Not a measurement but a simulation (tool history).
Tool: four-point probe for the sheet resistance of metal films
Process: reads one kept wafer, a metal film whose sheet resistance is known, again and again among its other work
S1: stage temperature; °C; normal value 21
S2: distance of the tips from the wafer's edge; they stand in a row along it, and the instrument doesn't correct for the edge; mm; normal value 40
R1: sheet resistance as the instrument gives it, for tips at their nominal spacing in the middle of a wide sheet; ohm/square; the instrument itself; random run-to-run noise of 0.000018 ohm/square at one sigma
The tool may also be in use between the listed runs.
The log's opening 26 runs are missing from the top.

run 27 day=23.133 | S1=21 S2=10 | R1=0.092188
run 28 day=23.988 | S1=21 S2=10 | R1=0.092189
run 29 day=25.275 | S1=30 S2=61 | R1=0.092348
run 30 day=26.05 | S1=19 S2=12 | R1=0.092058
run 31 day=27.258 | S1=19 S2=12 | R1=0.09206
run 32 day=28.475 | S1=34 S2=26 | R1=0.092463
run 33 day=29.442 | S1=26 S2=4 | R1=0.09338
run 34 day=30.488 | S1=23 S2=4 | R1=0.093313
run 35 day=31.679 | S1=28 S2=8 | R1=0.092534
run 36 day=32.383 | S1=25 S2=8 | R1=0.092411
run 37 day=33.658 | S1=28 S2=3 | R1=0.094414
run 38 day=34.217 | S1=34 S2=4 | R1=0.093688

Each row is a separate what-if for the run after 38, all from the same tool condition, not one after another. Results?
run A day=34.792 | S1=19 S2=6 | R1=?
run B day=34.792 | S1=34 S2=7 | R1=?
run C day=34.792 | S1=25 S2=5 | R1=?
run D day=34.792 | S1=28 S2=11 | R1=?
run E day=34.792 | S1=20 S2=7 | R1=?

run=A R1=0.09248
run=B R1=0.092856
run=C R1=0.092941
run=D R1=0.092418
run=E R1=0.092376
Take away the tool's hidden state, keep each run's random variation, and the runs would have read:
run=A R1=0.092501
run=B R1=0.092875
run=C R1=0.092962
run=D R1=0.092438
run=E R1=0.092397
